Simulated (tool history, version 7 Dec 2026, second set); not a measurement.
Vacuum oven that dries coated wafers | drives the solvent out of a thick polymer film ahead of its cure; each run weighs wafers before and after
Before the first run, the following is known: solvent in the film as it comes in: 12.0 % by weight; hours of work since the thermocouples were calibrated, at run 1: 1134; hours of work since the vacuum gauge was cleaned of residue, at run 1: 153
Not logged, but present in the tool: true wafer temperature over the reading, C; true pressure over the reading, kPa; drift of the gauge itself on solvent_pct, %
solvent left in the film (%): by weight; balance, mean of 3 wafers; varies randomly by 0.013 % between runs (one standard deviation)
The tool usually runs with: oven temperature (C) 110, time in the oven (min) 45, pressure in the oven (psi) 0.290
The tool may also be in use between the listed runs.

run	day	oven temperature (C)	time in the oven (min)	pressure in the oven (psi)	hours of work since the thermocouples were calibrated	hours of work since the vacuum gauge was cleaned of residue	solvent left in the film (%)
1	0.000	110	45	0.290	1134	153	1.00
2	0.700	110	45	0.290	1144	163	1.02
3	1.292	110	45	0.290	1151	170	1.02
4	1.746	110	45	0.290	1157	176	1.01
5	2.296	110	45	0.290	1165	184	1.01
6	2.983	110	45	0.290	1174	193	1.01
7	3.533	110	45	0.290	1181	200	1.02
8	4.017	110	45	0.290	1187	206	1.02
9	4.708	110	45	0.290	1196	215	1.00
10	5.250	110	45	0.290	1203	222	1.02
11	5.858	110	45	0.296	1211	230	1.03
12	6.504	110	45	0.290	1220	239	1.03
13	7.017	96	45	0.290	1227	246	2.90
14	7.608	110	45	1.083	1234	253	2.52
15	8.283	110	45	1.083	1243	262	2.54
16	8.742	110	45	1.083	1249	268	2.51
17	9.412	110	45	1.083	1258	277	2.52
18	9.838	110	45	1.083	1264	283	2.54
19	10.475	110	45	1.083	1272	291	2.52
20	11.171	110	41	1.083	1281	300	2.62
21	11.808	110	41	1.083	1290	309	2.66
22	12.204	110	41	1.083	1295	314	2.64
23	12.838	110	77	0.290	1303	322	0.67
24	13.417	110	77	0.290	1311	330	0.66
25	14.104	125	77	0.625	1320	339	0.79
26	14.512	125	77	0.625	1325	344	0.79
# day 14.796: oven's thermocouples calibrated
27	15.225	116	77	0.395	6	352	0.73
28	15.604	122	48	1.089	11	357	1.64
29	16.054	98	38	0.323	17	363	3.49
30	16.575	98	38	0.323	23	370	3.47
31	16.929	119	58	0.194	28	375	0.36
32	17.508	110	24	0.290	36	382	2.69
33	18.167	102	25	0.660	44	391	4.72
34	18.575	113	34	0.611	50	396	1.91
35	19.104	113	34	0.611	57	403	1.91
36	19.629	108	40	0.290	63	410	1.62
37	20.104	111	76	0.290	70	417	0.67
38	20.421	110	80	0.236	74	421	0.59
39	21.021	107	55	0.235	82	429	1.06
40	21.354	107	55	0.235	86	433	1.06
41	21.808	107	55	0.235	92	439	1.06
42	22.200	99	45	0.189	97	444	2.42
43	22.533	105	45	0.146	102	448	1.43
44	22.858	110	45	0.951	106	453	2.54
45	23.500	108	55	0.290	114	461	1.08
46	23.825	110	52	0.290	119	465	0.99

Hidden condition of the tool, last listed run before each entry between runs versus first listed run after:
Between runs 26 and 27: oven's thermocouples calibrated (day 14.796)
  true wafer temperature over the reading, C: 1.79 -> -0.29; true pressure over the reading, kPa: 0.101 -> 0.103
  measured less the result without the state, solvent left in the film (%): -0.03 -> +0.03
